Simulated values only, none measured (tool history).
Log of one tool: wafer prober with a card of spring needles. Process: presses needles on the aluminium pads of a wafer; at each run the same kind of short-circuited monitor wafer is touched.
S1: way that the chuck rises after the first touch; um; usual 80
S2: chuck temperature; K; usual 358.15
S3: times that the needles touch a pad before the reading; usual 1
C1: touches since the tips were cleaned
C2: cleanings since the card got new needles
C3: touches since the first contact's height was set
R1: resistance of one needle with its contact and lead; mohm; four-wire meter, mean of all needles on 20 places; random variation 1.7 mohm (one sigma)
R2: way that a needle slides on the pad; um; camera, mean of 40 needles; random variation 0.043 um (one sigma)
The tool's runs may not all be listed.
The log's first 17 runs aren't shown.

-- hour=497.5 tips cleaned on abrasive film
-- hour=525.3 tips cleaned on abrasive film
run 18 hour=525.3 | S1=94 S2=335.15 S3=2 | C1=0 C2=44 C3=154653 | R1=176 R2=12.40
-- hour=555.3 tips cleaned on abrasive film
run 19 hour=556.6 | S1=94 S2=335.15 S3=2 | C1=351 C2=45 C3=163163 | R1=173 R2=12.43
-- hour=585.5 tips cleaned on abrasive film
run 20 hour=595.6 | S1=81 S2=325.15 S3=1 | C1=2761 C2=46 C3=173783 | R1=186 R2=10.60
-- hour=613.5 tips cleaned on abrasive film
run 21 hour=614.6 | S1=67 S2=320.15 S3=3 | C1=318 C2=47 C3=178956 | R1=172 R2=8.74
run 22 hour=639.6 | S1=86 S2=358.15 S3=2 | C1=7128 C2=47 C3=185766 | R1=190 R2=11.28
-- hour=643.2 tips cleaned on abrasive film
run 23 hour=661.1 | S1=91 S2=358.15 S3=1 | C1=4894 C2=48 C3=191613 | R1=196 R2=11.92
-- hour=671.7 tips cleaned on abrasive film
run 24 hour=690.6 | S1=91 S2=358.15 S3=1 | C1=5161 C2=49 C3=199648 | R1=193 R2=11.87
-- hour=700.0 tips cleaned on abrasive film
-- hour=703.8 height of the first contact set anew
run 25 hour=714.4 | S1=64 S2=309.15 S3=3 | C1=3854 C2=50 C3=2885 | R1=182 R2=8.63
-- hour=729.9 tips cleaned on abrasive film
run 26 hour=743.1 | S1=62 S2=369.15 S3=2 | C1=3598 C2=51 C3=10698 | R1=198 R2=8.32
-- hour=758.4 tips cleaned on abrasive film
run 27 hour=765.3 | S1=79 S2=358.15 S3=3 | C1=1899 C2=52 C3=16730 | R1=182 R2=10.62
-- hour=786.8 tips cleaned on abrasive film
run 28 hour=803.2 | S1=80 S2=368.15 S3=1 | C1=4483 C2=53 C3=27051 | R1=197 R2=10.71
-- hour=816.9 tips cleaned on abrasive film
run 29 hour=827.1 | S1=80 S2=368.15 S3=1 | C1=2776 C2=54 C3=33530 | R1=194 R2=10.74
-- hour=845.5 tips cleaned on abrasive film
run 30 hour=865.6 | S1=80 S2=368.15 S3=1 | C1=5488 C2=55 C3=44016 | R1=203 R2=10.70
-- hour=875.4 tips cleaned on abrasive film
run 31 hour=896.2 | S1=80 S2=358.15 S3=3 | C1=5702 C2=56 C3=52354 | R1=187 R2=10.71
-- hour=905.7 tips cleaned on abrasive film
run 32 hour=914.2 | S1=80 S2=358.15 S3=3 | C1=2326 C2=57 C3=57227 | R1=185 R2=10.76
-- hour=934.5 tips cleaned on abrasive film
run 33 hour=949.0 | S1=80 S2=358.15 S3=3 | C1=3961 C2=58 C3=66695 | R1=184 R2=10.66

Forecast each of these 4 alternatives for the next run:
-- hour=963.2 tips cleaned on abrasive film
run A hour=971.0 | S1=77 S2=370.15 S3=1 | C1=2138 C2=59 C3=72680 | R1=? R2=?
-- hour=963.2 tips cleaned on abrasive film
run B hour=971.0 | S1=70 S2=358.15 S3=2 | C1=2138 C2=59 C3=72680 | R1=? R2=?
-- hour=963.2 tips cleaned on abrasive film
run C hour=971.0 | S1=64 S2=358.15 S3=1 | C1=2138 C2=59 C3=72680 | R1=? R2=?
-- hour=963.2 tips cleaned on abrasive film
run D hour=971.0 | S1=97 S2=311.15 S3=2 | C1=2138 C2=59 C3=72680 | R1=? R2=?

run=A R1=194 R2=10.24
run=B R1=186 R2=9.32
run=C R1=199 R2=8.45
run=D R1=172 R2=13.01
Without the tool's hidden state the same runs would have given:
run=A R1=181 R2=10.36
run=B R1=177 R2=9.44
run=C R1=182 R2=8.57
run=D R1=166 R2=13.14
